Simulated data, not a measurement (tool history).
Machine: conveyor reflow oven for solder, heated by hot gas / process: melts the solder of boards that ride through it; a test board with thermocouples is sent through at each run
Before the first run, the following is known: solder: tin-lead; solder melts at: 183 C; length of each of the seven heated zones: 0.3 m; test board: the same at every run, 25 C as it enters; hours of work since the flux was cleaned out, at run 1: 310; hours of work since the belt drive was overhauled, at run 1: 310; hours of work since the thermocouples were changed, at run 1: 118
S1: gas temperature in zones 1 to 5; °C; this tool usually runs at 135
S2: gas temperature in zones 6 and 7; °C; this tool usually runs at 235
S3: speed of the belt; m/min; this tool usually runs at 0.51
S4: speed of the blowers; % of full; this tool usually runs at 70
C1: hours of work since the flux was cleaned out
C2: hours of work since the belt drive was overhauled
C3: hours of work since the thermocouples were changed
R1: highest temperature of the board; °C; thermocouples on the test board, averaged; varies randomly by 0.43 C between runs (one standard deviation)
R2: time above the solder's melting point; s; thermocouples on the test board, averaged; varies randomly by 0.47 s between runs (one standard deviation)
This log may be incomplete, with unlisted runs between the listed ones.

Run 1, day 0: usual settings; C1 310; C2 310; C3 118. Result: R1 217.4 °C, R2 52.1 s.
At day 1.058: flux residue cleaned out of gas plates and filters.
Run 2, day 2.138: usual settings but S4 60 % of full; C1 12; C2 332; C3 140. Result: R1 216.5 °C, R2 51.2 s.
Run 3, day 5.45: usual settings but S4 60 % of full; C1 50; C2 370; C3 178. Result: R1 216.8 °C, R2 50.7 s.
Run 4, day 8.179: usual settings but S4 59 % of full; C1 81; C2 401; C3 209. Result: R1 216.3 °C, R2 51.1 s.
Run 5, day 10.412: usual settings but S4 59 % of full; C1 107; C2 426; C3 235. Result: R1 216.6 °C, R2 51 s.
Run 6, day 12.979: usual settings but S4 59 % of full; C1 136; C2 456; C3 264. Result: R1 215.8 °C, R2 51.4 s.
Run 7, day 16.542: usual settings but S4 59 % of full; C1 177; C2 496; C3 304. Result: R1 216.5 °C, R2 50.8 s.
Run 8, day 18.362: usual settings; C1 197; C2 517; C3 325. Result: R1 219.3 °C, R2 53.1 s.
Run 9, day 22.233: usual settings; C1 242; C2 561; C3 369. Result: R1 218.4 °C, R2 53 s.
Run 10, day 24.65: usual settings; C1 269; C2 589; C3 397. Result: R1 218.9 °C, R2 53 s.
Run 11, day 26.421: usual settings but S4 54 % of full; C1 289; C2 609; C3 417. Result: R1 214.5 °C, R2 49 s.
Run 12, day 28.342: usual settings but S4 54 % of full; C1 311; C2 631; C3 439. Result: R1 215.4 °C, R2 49.3 s.
At day 29.325: flux residue cleaned out of gas plates and filters.
Run 13, day 32.35: usual settings but S4 54 % of full; C1 35; C2 674; C3 482. Result: R1 216 °C, R2 50.3 s.
Run 14, day 34.854: usual settings but S1 139 °C; C1 63; C2 703; C3 511. Result: R1 220.9 °C, R2 56 s.
Run 15, day 37.308: usual settings but S1 139 °C, S2 247 °C; C1 91; C2 731; C3 539. Result: R1 231.1 °C, R2 61.6 s.
Run 16, day 39.404: usual settings but S3 0.587 m/min; C1 115; C2 755; C3 563. Result: R1 215.2 °C, R2 44.3 s.
Run 17, day 41.658: usual settings but S3 0.587 m/min; C1 141; C2 780; C3 589. Result: R1 214.5 °C, R2 43.2 s.
Run 18, day 44.125: usual settings but S3 0.587 m/min; C1 169; C2 809; C3 617. Result: R1 214.7 °C, R2 43 s.
Run 19, day 48.054: usual settings but S3 0.587 m/min; C1 214; C2 853; C3 662. Result: R1 214 °C, R2 43.2 s.
Run 20, day 49.7: usual settings but S3 0.447 m/min, S4 67 % of full; C1 232; C2 872; C3 680. Result: R1 223 °C, R2 64.6 s.
Run 21, day 53.233: usual settings but S3 0.516 m/min, S4 69 % of full; C1 273; C2 913; C3 721. Result: R1 219 °C, R2 53.1 s.
At day 54.708: thermocouples of zones 6 and 7 changed.
Run 22, day 56.225: usual settings but S3 0.516 m/min, S4 69 % of full; C1 306; C2 946; C3 17. Result: R1 215.7 °C, R2 51.2 s.
At day 57.604: flux residue cleaned out of gas plates and filters.
Run 23, day 58.55: usual settings but S3 0.418 m/min, S4 83 % of full; C1 11; C2 970; C3 41. Result: R1 225.9 °C, R2 72.4 s.
Run 24, day 62.179: usual settings but S2 245 °C; C1 52; C2 1011; C3 83. Result: R1 228.2 °C, R2 59.2 s.
Run 25, day 65.688: usual settings but S1 134 °C, S3 0.436 m/min; C1 92; C2 1051; C3 123. Result: R1 223.2 °C, R2 66 s.
Run 26, day 67.55: usual settings but S1 129 °C, S2 224 °C; C1 114; C2 1073; C3 144. Result: R1 208 °C, R2 44.8 s.
Run 27, day 70.175: usual settings but S1 129 °C, S2 244 °C, S4 75 % of full; C1 143; C2 1102; C3 174. Result: R1 226.2 °C, R2 56.6 s.
Run 28, day 73.408: usual settings but S1 139 °C; C1 180; C2 1139; C3 211. Result: R1 219.4 °C, R2 55 s.
Run 29, day 76.729: usual settings but S1 144 °C, S2 243 °C, S3 0.45 m/min; C1 218; C2 1177; C3 249. Result: R1 230.5 °C, R2 71.7 s.
Run 30, day 80.221: usual settings but S1 144 °C, S2 243 °C, S3 0.45 m/min; C1 258; C2 1217; C3 289. Result: R1 231.1 °C, R2 72.3 s.

Branching from run 30: 4 alternative next runs. What would each branch give?
Run A, day 82.912: usual settings but S1 145 °C, S3 0.425 m/min, S4 78 % of full; C1 289; C2 1248; C3 319. Result: R1 ?, R2 ?.
Run B, day 82.912: usual settings but S2 229 °C, S3 0.449 m/min; C1 289; C2 1248; C3 319. Result: R1 ?, R2 ?.
Run C, day 82.912: usual settings but S1 137 °C, S3 0.563 m/min; C1 289; C2 1248; C3 319. Result: R1 ?, R2 ?.
Run D, day 82.912: usual settings but S1 133 °C, S2 238 °C, S3 0.45 m/min; C1 289; C2 1248; C3 319. Result: R1 ?, R2 ?.

run     R1    R2
  A  225.3  74.3
  B  216.9  59.7
  C  215.6  45.4
  D  223.8  65.2
What these runs would have given with no unlogged condition in the tool:
run     R1    R2
  A  225.3  73.3
  B    217  59.2
  C  216.1  45.3
  D    224  64.4
